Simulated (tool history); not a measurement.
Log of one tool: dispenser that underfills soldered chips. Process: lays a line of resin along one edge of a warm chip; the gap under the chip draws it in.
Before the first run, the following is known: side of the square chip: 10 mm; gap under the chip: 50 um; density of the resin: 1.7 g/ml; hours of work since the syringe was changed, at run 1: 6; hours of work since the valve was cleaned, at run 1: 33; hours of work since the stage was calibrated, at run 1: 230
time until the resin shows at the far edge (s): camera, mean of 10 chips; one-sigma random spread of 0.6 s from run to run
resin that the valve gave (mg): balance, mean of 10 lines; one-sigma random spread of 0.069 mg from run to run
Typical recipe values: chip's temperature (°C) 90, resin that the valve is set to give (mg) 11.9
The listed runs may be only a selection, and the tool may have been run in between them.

run,hour,chip's temperature (°C),resin that the valve is set to give (mg),hours of work since the syringe was changed,hours of work since the valve was cleaned,hours of work since the stage was calibrated,time until the resin shows at the far edge (s),resin that the valve gave (mg)
1,0.0,90,11.9,6,33,230,82.7,11.59
# hour 4.4: new syringe of resin
2,6.4,93,11.9,2,38,234,56.4,11.63
3,13.3,77,11.9,7,43,240,136.6,11.51
# hour 16.0: new syringe of resin
4,18.3,90,11.9,2,46,243,64.2,11.63
5,22.8,90,11.9,5,50,247,81.3,11.45
# hour 27.3: new syringe of resin
6,29.5,90,11.9,2,55,251,64.3,11.40
7,34.3,90,11.9,5,58,255,84.0,11.51
# hour 39.0: new syringe of resin
8,39.2,90,11.9,0,62,259,56.5,11.51
9,42.9,90,10.6,3,65,261,71.2,10.17
10,48.9,90,12.3,8,69,266,97.3,11.67
# hour 50.5: new syringe of resin
11,53.4,90,12.3,2,72,269,64.7,11.65
12,58.8,81,12.9,6,77,273,114.3,12.33
# hour 62.0: new syringe of resin
13,65.2,81,12.9,2,81,278,89.5,12.32
# hour 67.5: dispensing valve cleaned and set on the balance
14,71.0,81,12.9,6,3,282,115.3,12.90
# hour 74.3: new syringe of resin
15,76.1,81,12.9,1,6,285,80.2,12.87
16,84.0,83,14.7,7,12,291,114.0,14.62
# hour 85.9: new syringe of resin
17,89.4,76,11.9,3,16,295,106.3,11.84
18,95.7,76,15.3,8,21,300,152.3,15.09

Some steps in time until the resin shows at the far edge (s), run to run, broken into two amounts with sign: the step expected even without the hidden condition (settings, incoming material, random variation), and the rest, left for the hidden condition together with whatever gauge scatter is not in both the measured and the hidden-condition-free result:
The hidden state here: resin's viscosity, % of fresh resin's; dose that the valve gives, % of what is set; true chip temperature over the reading, C; drift of the gauge itself on fill_s, %; drift of the gauge itself on given_mg, %.
Run 2 -> 3: chip's temperature (°C) 93 -> 77. time until the resin shows at the far edge (s) +80.2: hidden state +50.2, all else +30.0.

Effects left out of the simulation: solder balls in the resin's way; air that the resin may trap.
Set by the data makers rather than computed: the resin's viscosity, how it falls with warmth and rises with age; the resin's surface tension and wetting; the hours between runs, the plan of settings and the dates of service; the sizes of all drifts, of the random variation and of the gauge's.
